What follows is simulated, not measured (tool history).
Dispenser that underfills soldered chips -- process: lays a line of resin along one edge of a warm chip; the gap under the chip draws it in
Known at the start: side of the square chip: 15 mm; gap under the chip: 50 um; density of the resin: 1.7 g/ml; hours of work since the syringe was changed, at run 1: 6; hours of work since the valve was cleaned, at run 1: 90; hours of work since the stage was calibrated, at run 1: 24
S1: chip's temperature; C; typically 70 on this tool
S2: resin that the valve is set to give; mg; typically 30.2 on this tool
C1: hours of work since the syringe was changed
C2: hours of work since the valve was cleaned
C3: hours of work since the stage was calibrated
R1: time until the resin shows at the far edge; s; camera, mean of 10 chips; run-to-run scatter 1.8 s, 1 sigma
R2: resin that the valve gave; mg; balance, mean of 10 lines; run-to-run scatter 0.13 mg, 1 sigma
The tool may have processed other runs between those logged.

run  hour  S1    S2  C1  C2  C3     R1     R2
  1   0.0  70  30.2   6  90  24  269.5  28.64
      6.0  -- new syringe of resin
  2   6.0  70  30.2   0  94  28  180.5  28.63
     12.6  -- dispensing valve cleaned and set on the balance
  3  13.5  70  30.2   4   1  32  237.8  30.35
  4  18.0  70  30.2   7   4  35  295.9  30.04
  5  20.9  70  30.2   9   5  37  329.4  30.20
     21.7  -- new syringe of resin
  6  26.9  70  35.2   3   9  41  222.5  34.84
  7  33.5  70  35.2   8  14  45  307.2  34.89
     36.3  -- new syringe of resin
  8  38.6  83  29.1   2  17  48  106.0  28.84
  9  45.2  59  33.9   6  21  53  474.0  33.52
 10  50.1  70  34.4   9  24  56  332.7  33.61
     51.3  -- new syringe of resin
 11  56.7  70  34.4   4  28  60  220.6  33.94
 12  60.3  61  31.8   6  31  62  428.6  31.00
     66.3  -- new syringe of resin
 13  67.8  57  28.6   1  35  67  384.4  27.84
 14  71.2  56  30.9   3  38  69  472.2  30.02

Here are 4 independent what-if runs from the current tool condition. What would each one return?
  A  74.4  57  30.2   5  40  71   ?   ?
  B  74.4  83  31.2   5  40  71   ?   ?
  C  74.4  55  28.6   5  40  71   ?   ?
  D  74.4  62  33.3   5  40  71   ?   ?

run     R1     R2
  A  511.7  29.63
  B  137.0  30.20
  C  580.5  27.94
  D  388.1  32.55
Take away the tool's hidden state, keep each run's random variation, and the runs would have read:
run     R1     R2
  A  348.7  30.37
  B   93.3  30.95
  C  394.9  28.63
  D  264.9  33.36

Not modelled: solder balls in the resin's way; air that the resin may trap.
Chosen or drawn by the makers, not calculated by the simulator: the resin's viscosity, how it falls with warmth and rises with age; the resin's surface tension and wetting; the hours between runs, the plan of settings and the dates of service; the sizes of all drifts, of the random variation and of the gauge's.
